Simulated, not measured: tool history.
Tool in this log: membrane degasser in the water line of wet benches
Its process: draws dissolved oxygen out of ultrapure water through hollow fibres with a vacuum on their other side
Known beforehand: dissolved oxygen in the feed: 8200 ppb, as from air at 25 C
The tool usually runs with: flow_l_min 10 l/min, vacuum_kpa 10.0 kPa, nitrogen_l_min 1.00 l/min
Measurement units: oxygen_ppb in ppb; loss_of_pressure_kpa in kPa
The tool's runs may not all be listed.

{"run": 1, "hour": 0.0, "flow_l_min": 10, "vacuum_kpa": 10.0, "nitrogen_l_min": 1.0, "oxygen_ppb": 349.4, "loss_of_pressure_kpa": 34.53}
{"run": 2, "hour": 27.1, "flow_l_min": 10, "vacuum_kpa": 10.0, "nitrogen_l_min": 1.0, "oxygen_ppb": 346.8, "loss_of_pressure_kpa": 34.45}
{"run": 3, "hour": 73.6, "flow_l_min": 10, "vacuum_kpa": 10.0, "nitrogen_l_min": 1.0, "oxygen_ppb": 350.3, "loss_of_pressure_kpa": 34.51}
{"run": 4, "hour": 93.9, "flow_l_min": 10, "vacuum_kpa": 10.0, "nitrogen_l_min": 1.0, "oxygen_ppb": 355.2, "loss_of_pressure_kpa": 34.6}
{"run": 5, "hour": 126.2, "flow_l_min": 10, "vacuum_kpa": 10.0, "nitrogen_l_min": 1.0, "oxygen_ppb": 356.6, "loss_of_pressure_kpa": 34.35}
{"run": 6, "hour": 168.5, "flow_l_min": 10, "vacuum_kpa": 10.0, "nitrogen_l_min": 1.0, "oxygen_ppb": 356.3, "loss_of_pressure_kpa": 34.24}
{"run": 7, "hour": 210.6, "flow_l_min": 11, "vacuum_kpa": 10.0, "nitrogen_l_min": 1.0, "oxygen_ppb": 410.2, "loss_of_pressure_kpa": 38.02}
{"run": 8, "hour": 246.1, "flow_l_min": 14, "vacuum_kpa": 10.0, "nitrogen_l_min": 1.0, "oxygen_ppb": 608.0, "loss_of_pressure_kpa": 48.58}
{"run": 9, "hour": 293.1, "flow_l_min": 14, "vacuum_kpa": 10.0, "nitrogen_l_min": 1.0, "oxygen_ppb": 611.8, "loss_of_pressure_kpa": 48.52}
{"run": 10, "hour": 330.5, "flow_l_min": 14, "vacuum_kpa": 10.0, "nitrogen_l_min": 1.0, "oxygen_ppb": 608.7, "loss_of_pressure_kpa": 48.58}
{"run": 11, "hour": 363.3, "flow_l_min": 10, "vacuum_kpa": 10.0, "nitrogen_l_min": 1.0, "oxygen_ppb": 349.3, "loss_of_pressure_kpa": 34.61}
{"run": 12, "hour": 390.3, "flow_l_min": 10, "vacuum_kpa": 10.0, "nitrogen_l_min": 1.0, "oxygen_ppb": 357.1, "loss_of_pressure_kpa": 34.69}
{"run": 13, "hour": 419.4, "flow_l_min": 10, "vacuum_kpa": 10.0, "nitrogen_l_min": 1.0, "oxygen_ppb": 353.4, "loss_of_pressure_kpa": 34.58}
{"run": 14, "hour": 456.0, "flow_l_min": 10, "vacuum_kpa": 7.7, "nitrogen_l_min": 1.07, "oxygen_ppb": 292.0, "loss_of_pressure_kpa": 34.8}
{"run": 15, "hour": 481.1, "flow_l_min": 12, "vacuum_kpa": 11.3, "nitrogen_l_min": 0.54, "oxygen_ppb": 672.1, "loss_of_pressure_kpa": 41.62}
{"run": 16, "hour": 507.5, "flow_l_min": 9, "vacuum_kpa": 15.8, "nitrogen_l_min": 1.25, "oxygen_ppb": 364.3, "loss_of_pressure_kpa": 31.35}
{"run": 17, "hour": 528.3, "flow_l_min": 13, "vacuum_kpa": 8.6, "nitrogen_l_min": 1.25, "oxygen_ppb": 470.2, "loss_of_pressure_kpa": 44.99}
{"run": 18, "hour": 560.4, "flow_l_min": 14, "vacuum_kpa": 6.5, "nitrogen_l_min": 1.25, "oxygen_ppb": 501.9, "loss_of_pressure_kpa": 48.8}
{"run": 19, "hour": 587.7, "flow_l_min": 14, "vacuum_kpa": 6.5, "nitrogen_l_min": 1.25, "oxygen_ppb": 495.8, "loss_of_pressure_kpa": 48.44}
{"run": 20, "hour": 618.6, "flow_l_min": 14, "vacuum_kpa": 6.5, "nitrogen_l_min": 1.25, "oxygen_ppb": 491.8, "loss_of_pressure_kpa": 48.69}
{"run": 21, "hour": 658.4, "flow_l_min": 14, "vacuum_kpa": 6.5, "nitrogen_l_min": 1.25, "oxygen_ppb": 495.9, "loss_of_pressure_kpa": 48.47}
{"run": 22, "hour": 705.9, "flow_l_min": 9, "vacuum_kpa": 6.5, "nitrogen_l_min": 1.02, "oxygen_ppb": 220.0, "loss_of_pressure_kpa": 31.33}
{"run": 23, "hour": 745.4, "flow_l_min": 9, "vacuum_kpa": 6.5, "nitrogen_l_min": 1.02, "oxygen_ppb": 223.3, "loss_of_pressure_kpa": 31.42}
{"run": 24, "hour": 783.3, "flow_l_min": 8, "vacuum_kpa": 10.0, "nitrogen_l_min": 1.0, "oxygen_ppb": 241.4, "loss_of_pressure_kpa": 28.2}
{"run": 25, "hour": 823.9, "flow_l_min": 10, "vacuum_kpa": 8.5, "nitrogen_l_min": 1.0, "oxygen_ppb": 325.5, "loss_of_pressure_kpa": 35.06}

Between the runs listed above, the log contained 2 entries, not reproduced here. Where in the sequence does each belong, and how does what the log doesn't record of the tool's condition differ from the listed run before to the listed run after?
Logged between run 11 and run 12: vacuum gauge calibrated (hour 366.5)
  true pressure behind the membrane over the reading, kPa: 0.2 -> 0.22
  measured result minus the result with no hidden state, oxygen_ppb: +20.5 -> +21.7 ppb; loss_of_pressure_kpa: +0.73 -> +0.73 kPa
Logged between run 15 and run 16: vacuum gauge calibrated, once more (hour 484.7)
  membrane still open, %: 97.8 -> 97.7; true pressure behind the membrane over the reading, kPa: 0.23 -> -0.02
  measured result minus the result with no hidden state, oxygen_ppb: +32.3 -> +15.8 ppb; loss_of_pressure_kpa: +0.93 -> +0.71 kPa
